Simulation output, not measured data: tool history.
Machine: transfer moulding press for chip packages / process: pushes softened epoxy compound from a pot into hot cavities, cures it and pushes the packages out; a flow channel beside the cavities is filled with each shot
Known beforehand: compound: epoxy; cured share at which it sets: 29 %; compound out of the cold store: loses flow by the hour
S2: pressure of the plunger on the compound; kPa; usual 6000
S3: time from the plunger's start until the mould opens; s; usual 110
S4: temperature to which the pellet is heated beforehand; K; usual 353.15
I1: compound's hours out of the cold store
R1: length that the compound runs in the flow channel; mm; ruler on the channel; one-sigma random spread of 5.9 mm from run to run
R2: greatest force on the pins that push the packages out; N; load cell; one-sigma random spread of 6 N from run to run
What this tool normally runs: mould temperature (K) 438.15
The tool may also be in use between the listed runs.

run 1 hour=0 | mould_temperature_(K)=438.15 S2=6000 S3=110 S4=353.15 | I1=18.9 | R1=759 R2=235
run 2 hour=43.2 | mould_temperature_(K)=438.15 S2=6000 S3=94 S4=353.15 | I1=46.9 | R1=686 R2=301
-- hour=92.2 cavities cleaned with cleaning compound and waxed
run 3 hour=105.3 | mould_temperature_(K)=438.15 S2=6000 S3=94 S4=353.15 | I1=22.1 | R1=749 R2=319
run 4 hour=162.2 | mould_temperature_(K)=438.15 S2=6000 S3=94 S4=353.15 | I1=46 | R1=691 R2=301
-- hour=224.9 cavities cleaned with cleaning compound and waxed
run 5 hour=225 | mould_temperature_(K)=438.15 S2=6000 S3=110 S4=353.15 | I1=27.8 | R1=735 R2=228
run 6 hour=283.3 | mould_temperature_(K)=438.15 S2=6000 S3=110 S4=353.15 | I1=34.6 | R1=714 R2=230
-- hour=306.1 plunger's sealing rings changed
run 7 hour=336.6 | mould_temperature_(K)=446.15 S2=6360 S3=136 S4=350.15 | I1=19.4 | R1=755 R2=182

Run 8 comes next. What will it give?
-- hour=358.3 cavities cleaned with cleaning compound and waxed
run 8 hour=401.6 | mould_temperature_(K)=440.15 S2=6600 S3=144 S4=354.15 | I1=21.6 | R1=? R2=?

R1: 756 mm
R2: 175 N
Were there no unlogged condition in the tool, this run, its random variation unchanged, would have produced R1 756 mm, R2 173 N.
